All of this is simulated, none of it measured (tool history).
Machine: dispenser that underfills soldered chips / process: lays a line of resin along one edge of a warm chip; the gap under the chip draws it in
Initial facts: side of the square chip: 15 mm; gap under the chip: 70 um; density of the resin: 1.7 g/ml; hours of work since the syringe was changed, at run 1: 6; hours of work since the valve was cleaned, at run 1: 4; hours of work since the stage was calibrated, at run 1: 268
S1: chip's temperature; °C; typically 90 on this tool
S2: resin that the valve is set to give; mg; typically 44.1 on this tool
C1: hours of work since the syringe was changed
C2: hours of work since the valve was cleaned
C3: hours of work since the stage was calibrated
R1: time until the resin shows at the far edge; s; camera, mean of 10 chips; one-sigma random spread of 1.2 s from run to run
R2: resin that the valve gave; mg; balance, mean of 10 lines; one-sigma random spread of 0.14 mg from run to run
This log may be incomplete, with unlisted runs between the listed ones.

Run 1, hour 0: usual settings; C1 6; C2 4; C3 268. Result: R1 134.9 s, R2 43.85 mg.
At hour 1.1: new syringe of resin.
Run 2, hour 6.2: usual settings; C1 4; C2 8; C3 272. Result: R1 127.4 s, R2 43.94 mg.
At hour 10.6: new syringe of resin.
Run 3, hour 16.1: usual settings; C1 4; C2 15; C3 278. Result: R1 127.3 s, R2 43.79 mg.
At hour 19.5: new syringe of resin.
Run 4, hour 25: usual settings; C1 4; C2 21; C3 285. Result: R1 130.6 s, R2 43.73 mg.
At hour 28.3: new syringe of resin.
Run 5, hour 30.3: usual settings; C1 1; C2 25; C3 288. Result: R1 120.6 s, R2 43.49 mg.
Run 6, hour 34.9: usual settings but S1 100 °C; C1 5; C2 28; C3 291. Result: R1 102 s, R2 43.79 mg.
At hour 37.3: new syringe of resin.
Run 7, hour 43.7: usual settings but S1 100 °C; C1 5; C2 34; C3 297. Result: R1 97.6 s, R2 43.6 mg.
At hour 46.3: new syringe of resin.
Run 8, hour 54.2: usual settings; C1 6; C2 41; C3 304. Result: R1 135.1 s, R2 43.33 mg.
At hour 55.5: new syringe of resin.
At hour 59.9: dispensing valve cleaned and set on the balance.
Run 9, hour 61.3: usual settings but S2 51.7 mg; C1 3; C2 1; C3 309. Result: R1 123.9 s, R2 51.71 mg.
At hour 65.6: new syringe of resin.
Run 10, hour 71.3: usual settings but S2 51.7 mg; C1 4; C2 8; C3 315. Result: R1 128.4 s, R2 51.66 mg.
At hour 75.1: new syringe of resin.
At hour 78.1: stage's temperature calibrated.
Run 11, hour 78.1: usual settings but S2 51.7 mg; C1 1; C2 12; C3 0. Result: R1 117.1 s, R2 51.43 mg.
At hour 85.1: new syringe of resin.
Run 12, hour 88.4: usual settings but S2 54 mg; C1 2; C2 19; C3 7. Result: R1 120.5 s, R2 53.48 mg.
At hour 94.1: new syringe of resin.
Run 13, hour 97.1: usual settings; C1 2; C2 25; C3 13. Result: R1 119.8 s, R2 43.7 mg.
At hour 103.6: new syringe of resin.
Run 14, hour 108.1: usual settings; C1 3; C2 32; C3 20. Result: R1 124.7 s, R2 43.72 mg.
At hour 113.2: new syringe of resin.
Run 15, hour 117.6: usual settings but S1 79 °C; C1 3; C2 39; C3 27. Result: R1 174 s, R2 43.5 mg.

What does the tool deliver on the next run?
At hour 122.4: new syringe of resin.
Run 16, hour 124.4: usual settings but S1 79 °C; C1 1; C2 43; C3 32. Result: R1 ?, R2 ?.

{"run 16": {"R1": 163.7, "R2": 43.36}}
Were there no unlogged condition in the tool, this run, its random variation unchanged, would have produced R1 156.7 s, R2 44.01 mg.
